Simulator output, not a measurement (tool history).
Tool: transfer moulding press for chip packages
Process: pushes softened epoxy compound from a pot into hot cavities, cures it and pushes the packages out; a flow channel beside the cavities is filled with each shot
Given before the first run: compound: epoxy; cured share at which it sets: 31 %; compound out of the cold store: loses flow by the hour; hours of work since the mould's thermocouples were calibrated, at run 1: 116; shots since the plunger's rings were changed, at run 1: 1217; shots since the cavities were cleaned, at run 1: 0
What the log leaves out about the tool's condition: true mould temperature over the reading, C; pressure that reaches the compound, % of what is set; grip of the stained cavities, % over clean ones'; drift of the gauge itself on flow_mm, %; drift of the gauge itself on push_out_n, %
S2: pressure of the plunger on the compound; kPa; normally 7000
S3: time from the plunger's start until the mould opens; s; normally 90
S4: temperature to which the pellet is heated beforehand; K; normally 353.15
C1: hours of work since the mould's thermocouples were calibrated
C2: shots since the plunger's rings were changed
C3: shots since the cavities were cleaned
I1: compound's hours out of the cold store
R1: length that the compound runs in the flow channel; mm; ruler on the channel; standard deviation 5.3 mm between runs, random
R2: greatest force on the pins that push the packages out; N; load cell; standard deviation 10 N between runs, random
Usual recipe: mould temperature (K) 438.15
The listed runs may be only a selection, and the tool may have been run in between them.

{"run": 1, "hour": 0.0, "mould temperature (K)": 438.15, "S2": 7000, "S3": 90, "S4": 353.15, "C1": 116, "C2": 1217, "C3": 0, "I1": 28.8, "R1": 651, "R2": 482}
{"run": 2, "hour": 43.2, "mould temperature (K)": 438.15, "S2": 7000, "S3": 90, "S4": 353.15, "C1": 143, "C2": 1803, "C3": 586, "I1": 45.5, "R1": 585, "R2": 810}
{"hour": 80.6, "done": "cavities cleaned with cleaning compound and waxed"}
{"run": 3, "hour": 80.6, "mould temperature (K)": 438.15, "S2": 7000, "S3": 72, "S4": 353.15, "C1": 165, "C2": 2290, "C3": 0, "I1": 18, "R1": 682, "R2": 814}
{"run": 4, "hour": 111.1, "mould temperature (K)": 438.15, "S2": 7000, "S3": 72, "S4": 353.15, "C1": 184, "C2": 2705, "C3": 415, "I1": 31, "R1": 636, "R2": 1217}
{"hour": 160.1, "done": "cavities cleaned with cleaning compound and waxed"}
{"run": 5, "hour": 165.0, "mould temperature (K)": 438.15, "S2": 7000, "S3": 72, "S4": 353.15, "C1": 217, "C2": 3415, "C3": 67, "I1": 31.8, "R1": 635, "R2": 836}
{"run": 6, "hour": 205.6, "mould temperature (K)": 438.15, "S2": 7000, "S3": 72, "S4": 353.15, "C1": 242, "C2": 3966, "C3": 618, "I1": 18.1, "R1": 669, "R2": 1439}
{"hour": 241.0, "done": "cavities cleaned with cleaning compound and waxed"}
{"run": 7, "hour": 274.8, "mould temperature (K)": 438.15, "S2": 7000, "S3": 72, "S4": 353.15, "C1": 284, "C2": 4885, "C3": 460, "I1": 45, "R1": 571, "R2": 1217}
{"hour": 322.3, "done": "cavities cleaned with cleaning compound and waxed"}
{"run": 8, "hour": 342.2, "mould temperature (K)": 438.15, "S2": 7000, "S3": 72, "S4": 353.15, "C1": 325, "C2": 5779, "C3": 270, "I1": 25.7, "R1": 632, "R2": 1121}
{"run": 9, "hour": 397.7, "mould temperature (K)": 438.15, "S2": 7000, "S3": 72, "S4": 353.15, "C1": 360, "C2": 6532, "C3": 1023, "I1": 27.9, "R1": 622, "R2": 1445}
{"hour": 403.7, "done": "mould's thermocouples calibrated"}
{"hour": 406.2, "done": "plunger's sealing rings changed"}
{"hour": 407.7, "done": "cavities cleaned with cleaning compound and waxed"}
{"run": 10, "hour": 448.3, "mould temperature (K)": 438.15, "S2": 7000, "S3": 72, "S4": 353.15, "C1": 25, "C2": 552, "C3": 552, "I1": 34.1, "R1": 651, "R2": 1335}
{"hour": 489.7, "done": "cavities cleaned with cleaning compound and waxed"}
{"run": 11, "hour": 519.8, "mould temperature (K)": 438.15, "S2": 7000, "S3": 72, "S4": 353.15, "C1": 69, "C2": 1502, "C3": 409, "I1": 45.9, "R1": 600, "R2": 1205}
{"hour": 561.9, "done": "mould's thermocouples calibrated, once more"}
{"run": 12, "hour": 567.2, "mould temperature (K)": 438.15, "S2": 7000, "S3": 72, "S4": 353.15, "C1": 3, "C2": 2117, "C3": 1024, "I1": 41.5, "R1": 601, "R2": 1430}
{"hour": 572.3, "done": "cavities cleaned with cleaning compound and waxed"}
{"run": 13, "hour": 630.3, "mould temperature (K)": 436.15, "S2": 6680, "S3": 104, "S4": 362.15, "C1": 42, "C2": 2953, "C3": 787, "I1": 32.6, "R1": 621, "R2": 812}
{"hour": 653.2, "done": "cavities cleaned with cleaning compound and waxed"}
{"run": 14, "hour": 704.9, "mould temperature (K)": 441.15, "S2": 7000, "S3": 107, "S4": 354.15, "C1": 87, "C2": 3946, "C3": 702, "I1": 23.4, "R1": 650, "R2": 674}
{"hour": 732.9, "done": "cavities cleaned with cleaning compound and waxed"}
{"run": 15, "hour": 749.8, "mould temperature (K)": 435.15, "S2": 7000, "S3": 90, "S4": 353.15, "C1": 114, "C2": 4534, "C3": 229, "I1": 45.6, "R1": 585, "R2": 708}
{"run": 16, "hour": 793.4, "mould temperature (K)": 440.15, "S2": 7000, "S3": 90, "S4": 353.15, "C1": 141, "C2": 5125, "C3": 820, "I1": 26.9, "R1": 625, "R2": 817}
{"hour": 812.7, "done": "cavities cleaned with cleaning compound and waxed"}
{"run": 17, "hour": 864.3, "mould temperature (K)": 438.15, "S2": 8350, "S3": 90, "S4": 353.15, "C1": 184, "C2": 6067, "C3": 700, "I1": 29.3, "R1": 674, "R2": 900}
{"hour": 896.3, "done": "cavities cleaned with cleaning compound and waxed"}
{"hour": 908.4, "done": "plunger's sealing rings changed"}
{"run": 18, "hour": 923.5, "mould temperature (K)": 438.15, "S2": 7000, "S3": 90, "S4": 351.15, "C1": 218, "C2": 205, "C3": 335, "I1": 10, "R1": 743, "R2": 755}
{"run": 19, "hour": 961.0, "mould temperature (K)": 432.15, "S2": 7000, "S3": 90, "S4": 352.15, "C1": 242, "C2": 714, "C3": 844, "I1": 44.7, "R1": 619, "R2": 1289}
{"hour": 978.4, "done": "cavities cleaned with cleaning compound and waxed"}
{"run": 20, "hour": 1006.1, "mould temperature (K)": 431.15, "S2": 6180, "S3": 76, "S4": 361.15, "C1": 269, "C2": 1306, "C3": 376, "I1": 46.6, "R1": 577, "R2": 1553}
{"run": 21, "hour": 1036.8, "mould temperature (K)": 432.15, "S2": 7330, "S3": 98, "S4": 353.15, "C1": 288, "C2": 1722, "C3": 792, "I1": 17.6, "R1": 732, "R2": 1152}
{"hour": 1060.6, "done": "cavities cleaned with cleaning compound and waxed"}
{"run": 22, "hour": 1090.9, "mould temperature (K)": 438.15, "S2": 7330, "S3": 100, "S4": 353.15, "C1": 321, "C2": 2436, "C3": 412, "I1": 22.3, "R1": 696, "R2": 705}
{"hour": 1140.3, "done": "cavities cleaned with cleaning compound and waxed"}
{"run": 23, "hour": 1159.5, "mould temperature (K)": 444.15, "S2": 7000, "S3": 99, "S4": 353.15, "C1": 362, "C2": 3347, "C3": 262, "I1": 46, "R1": 565, "R2": 544}
{"run": 24, "hour": 1206.8, "mould temperature (K)": 443.15, "S2": 6150, "S3": 99, "S4": 351.15, "C1": 392, "C2": 3988, "C3": 903, "I1": 29.4, "R1": 570, "R2": 781}

How would selected steps in R1 from run to run divide? Give the signed amount a tool lacking its hidden state would still show from settings, what came in and random variation, and the signed amount left for the hidden state, including any gauge scatter that is not in both of the compared results.
Run 9 -> 10: mould's thermocouples calibrated, plunger's sealing rings changed, cavities cleaned with cleaning compound and waxed. R1 +29 mm: hidden state +49, all else -20.
Run 17 -> 18: S2 8350 -> 7000, S4 353.15 -> 351.15, cavities cleaned with cleaning compound and waxed, plunger's sealing rings changed. R1 +69 mm: hidden state +53, all else +16.
Run 20 -> 21: mould temperature (K) 431.15 -> 432.15, S2 6180 -> 7330, S3 76 -> 98, S4 361.15 -> 353.15. R1 +155 mm: hidden state -6, all else +161.
Run 22 -> 23: mould temperature (K) 438.15 -> 444.15, S2 7330 -> 7000, S3 100 -> 99, cavities cleaned with cleaning compound and waxed. R1 -131 mm: hidden state -3, all else -128.
